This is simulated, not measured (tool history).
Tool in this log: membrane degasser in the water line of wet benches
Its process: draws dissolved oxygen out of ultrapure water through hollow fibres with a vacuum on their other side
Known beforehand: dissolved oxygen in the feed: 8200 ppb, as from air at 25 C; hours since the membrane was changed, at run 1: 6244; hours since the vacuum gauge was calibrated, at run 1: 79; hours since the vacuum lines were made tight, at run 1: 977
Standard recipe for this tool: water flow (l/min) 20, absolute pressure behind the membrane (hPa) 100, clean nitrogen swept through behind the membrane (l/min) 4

run    hour  water flow (l/min)  absolute pressure behind the membrane (hPa)  clean nitrogen swept through behind the membrane (l/min)  hours since the membrane was changed  hours since the vacuum gauge was calibrated  hours since the vacuum lines were made tight  dissolved oxygen in the water behind the degasser (ppb)  pressure that the water loses in the fibres (hPa)
  1       0                  20                                          100                                                         4                                  6244                                           79                                           977                                                    379.6                                              416.1
  2   112.5                  21                                          100                                                         4                                  6357                                          191                                          1090                                                    431.9                                              436.6
  3   335.4                  21                                          100                                                         4                                  6580                                          414                                          1312                                                    430.4                                              436.7
  4   505.8                  21                                          100                                                         4                                  6750                                          585                                          1483                                                    436.7                                              439.2
  5   691.4                  20                                           95                                                         4                                  6936                                          770                                          1668                                                    377.8                                              419.4
  6   907.8                  20                                           95                                                      4.84                                  7152                                          987                                          1885                                                    371.1                                              417.6
  7  1185.2                  16                                          100                                                         4                                  7429                                         1264                                          2162                                                    226.1                                              335.4
  8  1438.9                  16                                          100                                                         4                                  7683                                         1518                                          2416                                                    227.1                                              338.3
  9  1592.7                  20                                          100                                                         4                                  7837                                         1672                                          2570                                                    396.6                                              422.9
 10  1745.5                  20                                          100                                                      1.64                                  7990                                         1824                                          2723                                                    500.2                                              421.6
 11  1876.9                  20                                          100                                                      1.64                                  8121                                         1956                                          2854                                                    496.1                                              421.4
 12  2073.4                  15                                          100                                                         4                                  8318                                         2152                                          3050                                                    193.1                                                319
 13    2260                  15                                          100                                                         4                                  8504                                         2339                                          3237                                                    194.3                                              317.6
 14  2423.8                  15                                          100                                                         4                                  8668                                         2503                                          3401                                                    194.7                                                317
 15  2704.2                  15                                          100                                                         4                                  8948                                         2783                                          3681                                                      196                                              317.5
 16  2837.3                  20                                          100                                                         4                                  9082                                         2916                                          3814                                                    402.2                                              422.9
 17  2995.7                  20                                          100                                                         4                                  9240                                         3075                                          3973                                                    406.3                                              425.8
 18    3173                  20                                          100                                                         4                                  9417                                         3252                                          4150                                                    411.3                                              426.1
     3212.4  -- seals of the vacuum lines changed
 19  3415.3                  20                                          100                                                         4                                  9658                                         3492                                           203                                                    405.3                                              423.8
     3492.1  -- vacuum gauge calibrated
 20  3559.8                  20                                          100                                                      1.62                                  9802                                           68                                           347                                                    502.6                                              428.1
 21  3749.8                  23                                           66                                                      3.55                                  9992                                          258                                           537                                                    512.7                                              492.5
 22  3894.9                  23                                           66                                                      3.55                                 10137                                          403                                           682                                                    501.8                                              491.2
 23  4164.8                  20                                           63                                                      5.96                                 10407                                          673                                           952                                                    359.3                                              426.6
 24  4313.5                  18                                          151                                                      4.06                                 10555                                          821                                          1101                                                    370.2                                              384.4
 25  4497.9                  18                                          151                                                      4.06                                 10740                                         1006                                          1285                                                    369.3                                              387.1
 26  4655.7                  18                                          223                                                      4.26                                 10897                                         1164                                          1443                                                    434.4                                              386.2
 27  4860.9                  20                                          174                                                      5.86                                 11103                                         1369                                          1648                                                    440.8                                              429.6
 28  5133.1                  21                                           79                                                      1.94                                 11375                                         1641                                          1920                                                    493.5                                              447.6
 29  5395.9                  15                                           96                                                         4                                 11638                                         1904                                          2183                                                    206.4                                              321.1
 30  5598.5                  31                                          137                                                      2.02                                 11840                                         2106                                          2386                                                   1172.1                                                668
 31  5752.1                  20                                          201                                                      1.85                                 11994                                         2260                                          2539                                                    729.9                                              430.9
 32    6011                  20                                          236                                                      2.23                                 12253                                         2519                                          2798                                                    731.7                                              432.9
 33  6179.5                  20                                          236                                                      2.23                                 12421                                         2687                                          2967                                                    734.1                                              431.1

For some of the steps in dissolved oxygen in the water behind the degasser (ppb) from one run to the next: how much would appear even if the tool had no hidden state, given the settings, what came in and random variation, and how much remains for the hidden state plus any gauge scatter that the measured result and the result without hidden state don't share?
Unlogged tool condition in this case: membrane still open, %; true pressure behind the membrane over the reading, kPa; air that leaks in behind the membrane, l/min; drift of the gauge itself on oxygen_ppb, %; drift of the gauge itself on loss_of_pressure_kpa, %.
Run 11 -> 12: water flow (l/min) 20 -> 15, clean nitrogen swept through behind the membrane (l/min) 1.64 -> 4. dissolved oxygen in the water behind the degasser (ppb) -303: hidden state -22.9, all else -280.1.
Run 28 -> 29: water flow (l/min) 21 -> 15, absolute pressure behind the membrane (hPa) 79 -> 96, clean nitrogen swept through behind the membrane (l/min) 1.94 -> 4. dissolved oxygen in the water behind the degasser (ppb) -287.1: hidden state -35.4, all else -251.7.
Run 29 -> 30: water flow (l/min) 15 -> 31, absolute pressure behind the membrane (hPa) 96 -> 137, clean nitrogen swept through behind the membrane (l/min) 4 -> 2.02. dissolved oxygen in the water behind the degasser (ppb) +965.7: hidden state +86.5, all else +879.2.
Run 30 -> 31: water flow (l/min) 31 -> 20, absolute pressure behind the membrane (hPa) 137 -> 201, clean nitrogen swept through behind the membrane (l/min) 2.02 -> 1.85. dissolved oxygen in the water behind the degasser (ppb) -442.2: hidden state -52.4, all else -389.8.
